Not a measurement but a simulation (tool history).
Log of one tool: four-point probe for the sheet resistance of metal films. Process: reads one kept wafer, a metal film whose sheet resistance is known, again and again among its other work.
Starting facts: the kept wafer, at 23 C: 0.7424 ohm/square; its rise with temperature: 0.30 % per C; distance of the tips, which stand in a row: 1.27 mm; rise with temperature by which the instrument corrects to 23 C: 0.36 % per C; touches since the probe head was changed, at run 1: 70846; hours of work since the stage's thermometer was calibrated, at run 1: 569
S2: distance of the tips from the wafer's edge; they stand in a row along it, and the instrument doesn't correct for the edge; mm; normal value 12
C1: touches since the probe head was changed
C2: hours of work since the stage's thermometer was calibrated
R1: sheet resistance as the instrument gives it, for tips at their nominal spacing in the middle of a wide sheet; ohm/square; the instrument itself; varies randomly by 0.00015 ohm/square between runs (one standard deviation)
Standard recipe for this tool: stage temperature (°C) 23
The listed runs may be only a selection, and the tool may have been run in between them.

run 1 day=0 | stage_temperature_(°C)=23 S2=12 | C1=70846 C2=569 | R1=0.748282
run 2 day=1.046 | stage_temperature_(°C)=23 S2=12 | C1=71823 C2=583 | R1=0.748358
run 3 day=2.033 | stage_temperature_(°C)=23 S2=12 | C1=72746 C2=596 | R1=0.748155
run 4 day=3.433 | stage_temperature_(°C)=23 S2=12 | C1=74051 C2=614 | R1=0.748014
run 5 day=4.65 | stage_temperature_(°C)=23 S2=12 | C1=75190 C2=630 | R1=0.748013
run 6 day=5.783 | stage_temperature_(°C)=23 S2=12 | C1=76248 C2=644 | R1=0.748277
run 7 day=7.35 | stage_temperature_(°C)=23 S2=12 | C1=77708 C2=665 | R1=0.748182
run 8 day=9.075 | stage_temperature_(°C)=23 S2=12 | C1=79321 C2=687 | R1=0.748329
run 9 day=10.367 | stage_temperature_(°C)=29 S2=12 | C1=80526 C2=704 | R1=0.745403
run 10 day=11.492 | stage_temperature_(°C)=32 S2=12 | C1=81578 C2=718 | R1=0.744063
run 11 day=13.079 | stage_temperature_(°C)=32 S2=12 | C1=83059 C2=739 | R1=0.744135
run 12 day=15.196 | stage_temperature_(°C)=32 S2=12 | C1=85038 C2=766 | R1=0.743929
run 13 day=16.138 | stage_temperature_(°C)=24 S2=12 | C1=85914 C2=779 | R1=0.748116
run 14 day=17.062 | stage_temperature_(°C)=23 S2=12 | C1=86780 C2=791 | R1=0.748721
run 15 day=19.071 | stage_temperature_(°C)=23 S2=12 | C1=88654 C2=817 | R1=0.748313
run 16 day=20.733 | stage_temperature_(°C)=33 S2=12 | C1=90207 C2=838 | R1=0.743772
run 17 day=21.683 | stage_temperature_(°C)=33 S2=12 | C1=91093 C2=851 | R1=0.743677
run 18 day=22.779 | stage_temperature_(°C)=33 S2=12 | C1=92119 C2=865 | R1=0.743642
run 19 day=24.896 | stage_temperature_(°C)=33 S2=12 | C1=94096 C2=892 | R1=0.744206
-- day=25.025 stage's thermometer calibrated
run 20 day=26.638 | stage_temperature_(°C)=33 S2=12 | C1=95701 C2=21 | R1=0.743837
run 21 day=27.675 | stage_temperature_(°C)=33 S2=12 | C1=96670 C2=34 | R1=0.743731
run 22 day=29.571 | stage_temperature_(°C)=33 S2=12 | C1=98439 C2=59 | R1=0.743882
run 23 day=31.438 | stage_temperature_(°C)=33 S2=12 | C1=100183 C2=83 | R1=0.744221
run 24 day=33.346 | stage_temperature_(°C)=33 S2=12 | C1=101966 C2=108 | R1=0.74426
-- day=34.617 stage's thermometer calibrated, once more
run 25 day=34.888 | stage_temperature_(°C)=27 S2=42 | C1=103385 C2=3 | R1=0.743167
run 26 day=36.621 | stage_temperature_(°C)=30 S2=34 | C1=105003 C2=26 | R1=0.741888
run 27 day=37.612 | stage_temperature_(°C)=26 S2=34 | C1=105931 C2=39 | R1=0.743887
run 28 day=39.188 | stage_temperature_(°C)=33 S2=10 | C1=107401 C2=59 | R1=0.746727
run 29 day=40.188 | stage_temperature_(°C)=27 S2=61 | C1=108337 C2=72 | R1=0.743335
-- day=41.888 new probe head fitted
run 30 day=42.046 | stage_temperature_(°C)=24 S2=51 | C1=147 C2=96 | R1=0.73594
run 31 day=44.088 | stage_temperature_(°C)=32 S2=14 | C1=2055 C2=122 | R1=0.735002
run 32 day=45.454 | stage_temperature_(°C)=25 S2=15 | C1=3329 C2=140 | R1=0.738011
run 33 day=46.758 | stage_temperature_(°C)=25 S2=15 | C1=4545 C2=157 | R1=0.738308
run 34 day=48.896 | stage_temperature_(°C)=33 S2=34 | C1=6545 C2=185 | R1=0.731937
run 35 day=49.821 | stage_temperature_(°C)=35 S2=7 | C1=7406 C2=197 | R1=0.743301
run 36 day=51.733 | stage_temperature_(°C)=35 S2=7 | C1=9193 C2=222 | R1=0.743612
run 37 day=53.175 | stage_temperature_(°C)=21 S2=65 | C1=10539 C2=240 | R1=0.737413
run 38 day=54.075 | stage_temperature_(°C)=33 S2=56 | C1=11381 C2=252 | R1=0.731896
run 39 day=55.888 | stage_temperature_(°C)=33 S2=56 | C1=13074 C2=275 | R1=0.731906
run 40 day=56.812 | stage_temperature_(°C)=23 S2=12 | C1=13936 C2=287 | R1=0.740916
run 41 day=59.046 | stage_temperature_(°C)=23 S2=12 | C1=16020 C2=316 | R1=0.741122
run 42 day=60.638 | stage_temperature_(°C)=21 S2=12 | C1=17507 C2=337 | R1=0.742123
run 43 day=62.138 | stage_temperature_(°C)=21 S2=12 | C1=18910 C2=357 | R1=0.742246
run 44 day=64.05 | stage_temperature_(°C)=27 S2=8 | C1=20696 C2=381 | R1=0.744625
run 45 day=65.8 | stage_temperature_(°C)=27 S2=8 | C1=22329 C2=404 | R1=0.744717

Difference, measured minus no-hidden-state, one row per run. Run-to-run variation is common to both terms; the gauge's own scatter need not be:
The tool's hidden condition here consists of: inner tips' distance over the nominal, %; tips' flats over new ones', %; wafer's true temperature over the reading, C; drift of the gauge itself on sheet_ohm, %.
run=1 R1=+0.001236
run=2 R1=+0.001265
run=3 R1=+0.001292
run=4 R1=+0.001337
run=5 R1=+0.00137
run=6 R1=+0.001406
run=7 R1=+0.00145
run=8 R1=+0.001495
run=9 R1=+0.001523
run=10 R1=+0.001555
run=11 R1=+0.0016
run=12 R1=+0.001662
run=13 R1=+0.001697
run=14 R1=+0.001724
run=15 R1=+0.001777
run=16 R1=+0.001813
run=17 R1=+0.001843
run=18 R1=+0.001872
run=19 R1=+0.001933
run=20 R1=+0.001966
run=21 R1=+0.001998
run=22 R1=+0.002054
run=23 R1=+0.002111
run=24 R1=+0.002162
run=25 R1=+0.002352
run=26 R1=+0.002399
run=27 R1=+0.002434
run=28 R1=+0.002487
run=29 R1=+0.002506
run=30 R1=-0.006269
run=31 R1=-0.006203
run=32 R1=-0.00619
run=33 R1=-0.006156
run=34 R1=-0.006042
run=35 R1=-0.006102
run=36 R1=-0.006054
run=37 R1=-0.005975
run=38 R1=-0.005903
run=39 R1=-0.005849
run=40 R1=-0.005897
run=41 R1=-0.005838
run=42 R1=-0.005802
run=43 R1=-0.005766
run=44 R1=-0.00572
run=45 R1=-0.005669
